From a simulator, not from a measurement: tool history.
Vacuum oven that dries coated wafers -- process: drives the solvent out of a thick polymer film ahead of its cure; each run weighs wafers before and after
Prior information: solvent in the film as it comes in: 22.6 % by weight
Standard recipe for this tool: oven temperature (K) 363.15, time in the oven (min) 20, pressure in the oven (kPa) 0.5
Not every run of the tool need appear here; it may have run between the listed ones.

{"run": 1, "hour": 0.0, "oven temperature (K)": 363.15, "time in the oven (min)": 20, "pressure in the oven (kPa)": 0.5, "solvent left in the film (%)": 4.53}
{"run": 2, "hour": 20.8, "oven temperature (K)": 363.15, "time in the oven (min)": 20, "pressure in the oven (kPa)": 0.956, "solvent left in the film (%)": 4.96}
{"run": 3, "hour": 34.5, "oven temperature (K)": 363.15, "time in the oven (min)": 20, "pressure in the oven (kPa)": 0.956, "solvent left in the film (%)": 4.88}
{"run": 4, "hour": 50.1, "oven temperature (K)": 363.15, "time in the oven (min)": 20, "pressure in the oven (kPa)": 0.956, "solvent left in the film (%)": 4.95}
{"run": 5, "hour": 60.8, "oven temperature (K)": 363.15, "time in the oven (min)": 20, "pressure in the oven (kPa)": 0.5, "solvent left in the film (%)": 4.78}
{"run": 6, "hour": 76.0, "oven temperature (K)": 363.15, "time in the oven (min)": 20, "pressure in the oven (kPa)": 0.5, "solvent left in the film (%)": 4.78}
{"run": 7, "hour": 98.5, "oven temperature (K)": 363.15, "time in the oven (min)": 20, "pressure in the oven (kPa)": 0.5, "solvent left in the film (%)": 4.86}
{"run": 8, "hour": 114.6, "oven temperature (K)": 363.15, "time in the oven (min)": 20, "pressure in the oven (kPa)": 0.5, "solvent left in the film (%)": 4.81}
{"run": 9, "hour": 134.8, "oven temperature (K)": 363.15, "time in the oven (min)": 20, "pressure in the oven (kPa)": 0.5, "solvent left in the film (%)": 4.79}
{"run": 10, "hour": 158.2, "oven temperature (K)": 374.15, "time in the oven (min)": 14, "pressure in the oven (kPa)": 1.59, "solvent left in the film (%)": 3.2}
{"run": 11, "hour": 169.3, "oven temperature (K)": 368.15, "time in the oven (min)": 20, "pressure in the oven (kPa)": 0.5, "solvent left in the film (%)": 2.99}
{"run": 12, "hour": 186.4, "oven temperature (K)": 368.15, "time in the oven (min)": 20, "pressure in the oven (kPa)": 0.5, "solvent left in the film (%)": 3.04}
{"run": 13, "hour": 203.9, "oven temperature (K)": 368.15, "time in the oven (min)": 26, "pressure in the oven (kPa)": 0.985, "solvent left in the film (%)": 1.92}
{"run": 14, "hour": 225.5, "oven temperature (K)": 368.15, "time in the oven (min)": 26, "pressure in the oven (kPa)": 0.985, "solvent left in the film (%)": 1.94}
{"run": 15, "hour": 247.1, "oven temperature (K)": 368.15, "time in the oven (min)": 26, "pressure in the oven (kPa)": 0.985, "solvent left in the film (%)": 1.97}
{"run": 16, "hour": 261.1, "oven temperature (K)": 350.15, "time in the oven (min)": 26, "pressure in the oven (kPa)": 0.985, "solvent left in the film (%)": 9.12}
{"run": 17, "hour": 274.0, "oven temperature (K)": 354.15, "time in the oven (min)": 20, "pressure in the oven (kPa)": 1.695, "solvent left in the film (%)": 9.1}
{"run": 18, "hour": 288.0, "oven temperature (K)": 365.15, "time in the oven (min)": 20, "pressure in the oven (kPa)": 0.426, "solvent left in the film (%)": 4.11}

Table of differences, measured result less the result of that run with no hidden state. Run-to-run variation is the same in both. Gauge scatter possibly is not:
What the log doesn't record here: true wafer temperature over the reading, C; true pressure over the reading, kPa; drift of the gauge itself on solvent_pct, %.
run=1 solvent_left_in_the_film_(%)=+0.41
run=2 solvent_left_in_the_film_(%)=+0.44
run=3 solvent_left_in_the_film_(%)=+0.44
run=4 solvent_left_in_the_film_(%)=+0.44
run=5 solvent_left_in_the_film_(%)=+0.44
run=6 solvent_left_in_the_film_(%)=+0.45
run=7 solvent_left_in_the_film_(%)=+0.47
run=8 solvent_left_in_the_film_(%)=+0.48
run=9 solvent_left_in_the_film_(%)=+0.48
run=10 solvent_left_in_the_film_(%)=+0.38
run=11 solvent_left_in_the_film_(%)=+0.4
run=12 solvent_left_in_the_film_(%)=+0.41
run=13 solvent_left_in_the_film_(%)=+0.32
run=14 solvent_left_in_the_film_(%)=+0.33
run=15 solvent_left_in_the_film_(%)=+0.34
run=16 solvent_left_in_the_film_(%)=+0.62
run=17 solvent_left_in_the_film_(%)=+0.61
run=18 solvent_left_in_the_film_(%)=+0.53
